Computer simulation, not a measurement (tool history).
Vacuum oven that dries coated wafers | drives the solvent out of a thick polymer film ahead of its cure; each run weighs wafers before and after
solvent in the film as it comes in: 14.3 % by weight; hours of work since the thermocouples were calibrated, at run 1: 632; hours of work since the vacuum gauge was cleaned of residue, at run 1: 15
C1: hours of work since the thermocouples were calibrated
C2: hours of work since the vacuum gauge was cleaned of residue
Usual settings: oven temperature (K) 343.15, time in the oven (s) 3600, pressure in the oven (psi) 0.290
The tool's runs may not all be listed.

run 1 hour=0.0 | oven_temperature_(K)=343.15 time_in_the_oven_(s)=3600 pressure_in_the_oven_(psi)=0.290 | C1=632 C2=15 | solvent_left_in_the_film_(%)=1.75
run 2 hour=8.9 | oven_temperature_(K)=343.15 time_in_the_oven_(s)=3600 pressure_in_the_oven_(psi)=0.290 | C1=636 C2=19 | solvent_left_in_the_film_(%)=1.71
run 3 hour=19.2 | oven_temperature_(K)=343.15 time_in_the_oven_(s)=3600 pressure_in_the_oven_(psi)=0.290 | C1=640 C2=24 | solvent_left_in_the_film_(%)=1.78
run 4 hour=25.2 | oven_temperature_(K)=343.15 time_in_the_oven_(s)=3600 pressure_in_the_oven_(psi)=0.290 | C1=643 C2=26 | solvent_left_in_the_film_(%)=1.74
run 5 hour=35.9 | oven_temperature_(K)=343.15 time_in_the_oven_(s)=3600 pressure_in_the_oven_(psi)=0.290 | C1=648 C2=31 | solvent_left_in_the_film_(%)=1.73
run 6 hour=44.8 | oven_temperature_(K)=343.15 time_in_the_oven_(s)=3600 pressure_in_the_oven_(psi)=0.290 | C1=652 C2=35 | solvent_left_in_the_film_(%)=1.79
run 7 hour=52.0 | oven_temperature_(K)=343.15 time_in_the_oven_(s)=3600 pressure_in_the_oven_(psi)=0.290 | C1=655 C2=38 | solvent_left_in_the_film_(%)=1.80
run 8 hour=64.5 | oven_temperature_(K)=343.15 time_in_the_oven_(s)=3600 pressure_in_the_oven_(psi)=0.458 | C1=660 C2=44 | solvent_left_in_the_film_(%)=2.06
run 9 hour=75.8 | oven_temperature_(K)=343.15 time_in_the_oven_(s)=3600 pressure_in_the_oven_(psi)=0.458 | C1=666 C2=49 | solvent_left_in_the_film_(%)=1.99
run 10 hour=82.8 | oven_temperature_(K)=340.15 time_in_the_oven_(s)=2400 pressure_in_the_oven_(psi)=0.560 | C1=669 C2=52 | solvent_left_in_the_film_(%)=4.35
run 11 hour=95.7 | oven_temperature_(K)=337.15 time_in_the_oven_(s)=4080 pressure_in_the_oven_(psi)=0.862 | C1=674 C2=58 | solvent_left_in_the_film_(%)=3.94
run 12 hour=102.5 | oven_temperature_(K)=336.15 time_in_the_oven_(s)=2340 pressure_in_the_oven_(psi)=0.637 | C1=677 C2=61 | solvent_left_in_the_film_(%)=5.77
run 13 hour=116.1 | oven_temperature_(K)=346.15 time_in_the_oven_(s)=4140 pressure_in_the_oven_(psi)=0.332 | C1=683 C2=67 | solvent_left_in_the_film_(%)=1.05
run 14 hour=121.8 | oven_temperature_(K)=346.15 time_in_the_oven_(s)=4140 pressure_in_the_oven_(psi)=0.332 | C1=686 C2=69 | solvent_left_in_the_film_(%)=1.07
run 15 hour=133.3 | oven_temperature_(K)=346.15 time_in_the_oven_(s)=4140 pressure_in_the_oven_(psi)=0.332 | C1=691 C2=74 | solvent_left_in_the_film_(%)=1.05

Forecast each of these 5 alternatives for the next run:
run A hour=145.4 | oven_temperature_(K)=339.15 time_in_the_oven_(s)=2160 pressure_in_the_oven_(psi)=0.580 | C1=696 C2=80 | solvent_left_in_the_film_(%)=?
run B hour=145.4 | oven_temperature_(K)=343.15 time_in_the_oven_(s)=2100 pressure_in_the_oven_(psi)=0.290 | C1=696 C2=80 | solvent_left_in_the_film_(%)=?
run C hour=145.4 | oven_temperature_(K)=346.15 time_in_the_oven_(s)=5880 pressure_in_the_oven_(psi)=0.408 | C1=696 C2=80 | solvent_left_in_the_film_(%)=?
run D hour=145.4 | oven_temperature_(K)=339.15 time_in_the_oven_(s)=3480 pressure_in_the_oven_(psi)=0.178 | C1=696 C2=80 | solvent_left_in_the_film_(%)=?
run E hour=145.4 | oven_temperature_(K)=353.15 time_in_the_oven_(s)=3600 pressure_in_the_oven_(psi)=0.290 | C1=696 C2=80 | solvent_left_in_the_film_(%)=?

run=A solvent_left_in_the_film_(%)=5.16
run=B solvent_left_in_the_film_(%)=3.60
run=C solvent_left_in_the_film_(%)=0.80
run=D solvent_left_in_the_film_(%)=2.61
run=E solvent_left_in_the_film_(%)=0.59
Without the tool's hidden state the same runs would have given:
run=A solvent_left_in_the_film_(%)=4.82
run=B solvent_left_in_the_film_(%)=3.29
run=C solvent_left_in_the_film_(%)=0.73
run=D solvent_left_in_the_film_(%)=2.32
run=E solvent_left_in_the_film_(%)=0.53
